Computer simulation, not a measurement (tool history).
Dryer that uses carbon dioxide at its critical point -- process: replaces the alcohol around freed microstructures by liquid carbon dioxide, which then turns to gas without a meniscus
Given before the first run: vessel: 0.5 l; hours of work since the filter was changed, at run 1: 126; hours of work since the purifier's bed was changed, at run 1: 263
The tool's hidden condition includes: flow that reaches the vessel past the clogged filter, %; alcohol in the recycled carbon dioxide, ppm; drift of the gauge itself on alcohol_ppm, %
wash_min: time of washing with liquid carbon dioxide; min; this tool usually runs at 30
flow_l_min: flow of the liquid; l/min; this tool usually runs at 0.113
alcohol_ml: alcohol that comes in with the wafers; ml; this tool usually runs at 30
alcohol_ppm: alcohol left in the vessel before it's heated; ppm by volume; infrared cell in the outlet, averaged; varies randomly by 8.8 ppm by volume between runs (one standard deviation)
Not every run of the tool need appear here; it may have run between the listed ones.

run,hour,wash_min,flow_l_min,alcohol_ml,hours of work since the filter was changed,hours of work since the purifier's bed was changed,alcohol_ppm
1,0,30,0.113,30,126,263,682
2,10.5,30,0.139,30,131,268,249
3,23.3,30,0.139,30,138,274,247
4,36.3,27,0.113,30,144,280,1086
5,48.2,30,0.113,30,150,286,683
6,61.8,30,0.113,47,157,293,1074
7,68.2,20,0.113,30,160,296,2993
8,77.2,32,0.113,30,164,300,553
9,85.7,30,0.113,30,168,305,730
10,92.3,30,0.081,30,172,308,2731
11,105.2,30,0.081,30,178,314,2752
12,113.7,30,0.081,30,182,318,2715
13,127.3,30,0.081,21,189,325,1952
14,135.7,30,0.081,21,193,329,1980
15,149.2,30,0.113,30,200,336,770
16,161.1,30,0.113,30,205,342,803
17,175.5,30,0.113,30,212,349,811
18,183.8,30,0.113,30,217,353,795
19,193.3,30,0.113,79,221,358,2063
20,199.5,24,0.072,30,224,361,7136
21,212.1,19,0.081,24,230,367,7288
22,220.3,19,0.081,24,235,371,7052
23,232.5,19,0.081,24,241,377,6970
24,246.2,19,0.081,24,247,384,7064
25,256.7,25,0.081,24,252,389,3890
26,266.4,44,0.111,29,257,394,193
27,272.5,30,0.083,24,260,397,2310
28,282.5,30,0.083,24,265,402,2289
29,291,28,0.16,49,269,406,369
30,305.6,31,0.095,108,277,413,5761
31,318.7,31,0.095,108,283,419,5682
32,330.5,30,0.095,30,289,425,1894
33,336.8,31,0.112,30,292,428,851
34,351.7,31,0.112,30,299,436,869
35,365.8,30,0.137,30,306,442,414
36,376.6,30,0.137,30,311,448,409
37,384.2,30,0.113,101,315,452,3024

Had the tool no unlogged condition, and each run kept its random variation, what would the results have been?
run,alcohol_ppm
1,497
2,145
3,141
4,803
5,470
6,751
7,2382
8,355
9,488
10,2115
11,2111
12,2072
13,1463
14,1476
15,480
16,495
17,495
18,481
19,1293
20,5695
21,5911
22,5700
23,5604
24,5646
25,2867
26,62
27,1557
28,1528
29,153
30,3571
31,3485
32,1139
33,434
34,437
35,162
36,157
37,1591

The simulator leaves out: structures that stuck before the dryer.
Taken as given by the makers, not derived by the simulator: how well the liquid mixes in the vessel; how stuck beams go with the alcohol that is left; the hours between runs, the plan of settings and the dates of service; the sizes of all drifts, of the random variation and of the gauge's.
